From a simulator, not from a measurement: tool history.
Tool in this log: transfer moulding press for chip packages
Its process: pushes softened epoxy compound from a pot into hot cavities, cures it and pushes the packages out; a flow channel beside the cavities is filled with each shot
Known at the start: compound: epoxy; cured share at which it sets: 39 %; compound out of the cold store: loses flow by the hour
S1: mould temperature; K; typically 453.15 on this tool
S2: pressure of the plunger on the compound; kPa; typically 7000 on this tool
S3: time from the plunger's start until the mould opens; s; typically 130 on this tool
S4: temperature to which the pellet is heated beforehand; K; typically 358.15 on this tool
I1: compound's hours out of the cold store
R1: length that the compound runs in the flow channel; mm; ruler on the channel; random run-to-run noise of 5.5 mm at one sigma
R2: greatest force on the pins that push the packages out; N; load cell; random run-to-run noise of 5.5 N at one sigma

run 1 day=0 | S1=453.15 S2=7000 S3=130 S4=358.15 | I1=32 | R1=709 R2=291
run 2 day=0.571 | S1=453.15 S2=7000 S3=130 S4=354.15 | I1=36.2 | R1=702 R2=337
-- day=0.829 mould's thermocouples calibrated
-- day=1.217 cavities cleaned with cleaning compound and waxed
run 3 day=1.479 | S1=453.15 S2=7000 S3=130 S4=354.15 | I1=20.5 | R1=725 R2=218
-- day=1.9 plunger's sealing rings changed
run 4 day=2.829 | S1=453.15 S2=7000 S3=130 S4=358.15 | I1=26.5 | R1=773 R2=334
-- day=3.396 cavities cleaned with cleaning compound and waxed
-- day=3.579 mould's thermocouples calibrated, once more
run 5 day=3.762 | S1=453.15 S2=7000 S3=130 S4=358.15 | I1=9.1 | R1=814 R2=249
run 6 day=4.85 | S1=448.15 S2=7000 S3=130 S4=358.15 | I1=38.3 | R1=766 R2=431
-- day=5.558 cavities cleaned with cleaning compound and waxed
run 7 day=6.054 | S1=453.15 S2=7000 S3=130 S4=358.15 | I1=24 | R1=771 R2=264
run 8 day=6.579 | S1=453.15 S2=7000 S3=130 S4=358.15 | I1=22.9 | R1=781 R2=318
run 9 day=7.246 | S1=453.15 S2=7000 S3=130 S4=358.15 | I1=27.7 | R1=764 R2=373
-- day=7.667 cavities cleaned with cleaning compound and waxed
run 10 day=8.008 | S1=453.15 S2=7000 S3=130 S4=358.15 | I1=8.3 | R1=805 R2=240
run 11 day=8.983 | S1=453.15 S2=7000 S3=130 S4=358.15 | I1=34.2 | R1=745 R2=338
-- day=9.792 cavities cleaned with cleaning compound and waxed
run 12 day=9.996 | S1=453.15 S2=7000 S3=117 S4=358.15 | I1=9.1 | R1=803 R2=263
run 13 day=11.133 | S1=453.15 S2=7000 S3=117 S4=358.15 | I1=41.3 | R1=731 R2=394
run 14 day=11.758 | S1=453.15 S2=7000 S3=117 S4=358.15 | I1=10.7 | R1=791 R2=441
-- day=11.933 cavities cleaned with cleaning compound and waxed
run 15 day=12.408 | S1=453.15 S2=7000 S3=117 S4=358.15 | I1=27.8 | R1=751 R2=291
run 16 day=13.046 | S1=457.15 S2=6510 S3=150 S4=357.15 | I1=19.6 | R1=733 R2=284
-- day=13.988 cavities cleaned with cleaning compound and waxed
run 17 day=14.162 | S1=453.15 S2=8410 S3=130 S4=366.15 | I1=9.6 | R1=850 R2=227
run 18 day=15.179 | S1=449.15 S2=7000 S3=130 S4=364.15 | I1=32 | R1=740 R2=391
-- day=16.1 cavities cleaned with cleaning compound and waxed
run 19 day=16.192 | S1=453.15 S2=7000 S3=163 S4=352.15 | I1=21.7 | R1=743 R2=180
run 20 day=17.033 | S1=452.15 S2=6910 S3=121 S4=360.15 | I1=9.5 | R1=761 R2=355
run 21 day=17.858 | S1=453.15 S2=7000 S3=115 S4=358.15 | I1=33 | R1=721 R2=436
-- day=18.171 cavities cleaned with cleaning compound and waxed
run 22 day=18.725 | S1=453.15 S2=7000 S3=115 S4=358.15 | I1=33.7 | R1=720 R2=313
run 23 day=19.283 | S1=453.15 S2=6830 S3=121 S4=358.15 | I1=8.1 | R1=749 R2=368
run 24 day=20.125 | S1=453.15 S2=7540 S3=130 S4=358.15 | I1=22.2 | R1=766 R2=367
-- day=20.25 cavities cleaned with cleaning compound and waxed
run 25 day=21.242 | S1=453.15 S2=7540 S3=130 S4=358.15 | I1=33.7 | R1=735 R2=307
run 26 day=21.912 | S1=455.15 S2=5360 S3=118 S4=361.15 | I1=45.3 | R1=588 R2=361
-- day=22.358 cavities cleaned with cleaning compound and waxed
-- day=22.65 plunger's sealing rings changed
run 27 day=22.962 | S1=455.15 S2=5360 S3=118 S4=354.15 | I1=31.7 | R1=668 R2=265

Below are 4 alternative next runs, each starting from the tool's condition after run 27. Predict each:
run A day=23.646 | S1=450.15 S2=6900 S3=130 S4=366.15 | I1=30.6 | R1=? R2=?
run B day=23.646 | S1=456.15 S2=7000 S3=143 S4=358.15 | I1=42.3 | R1=? R2=?
run C day=23.646 | S1=455.15 S2=5360 S3=153 S4=357.15 | I1=26.9 | R1=? R2=?
run D day=23.646 | S1=455.15 S2=5420 S3=147 S4=352.15 | I1=41.1 | R1=? R2=?

run=A R1=771 R2=360
run=B R1=746 R2=284
run=C R1=672 R2=291
run=D R1=652 R2=300
The same runs, with their run-to-run variation unchanged, on a tool lacking any hidden condition would have given:
run=A R1=777 R2=214
run=B R1=753 R2=162
run=C R1=678 R2=167
run=D R1=657 R2=171
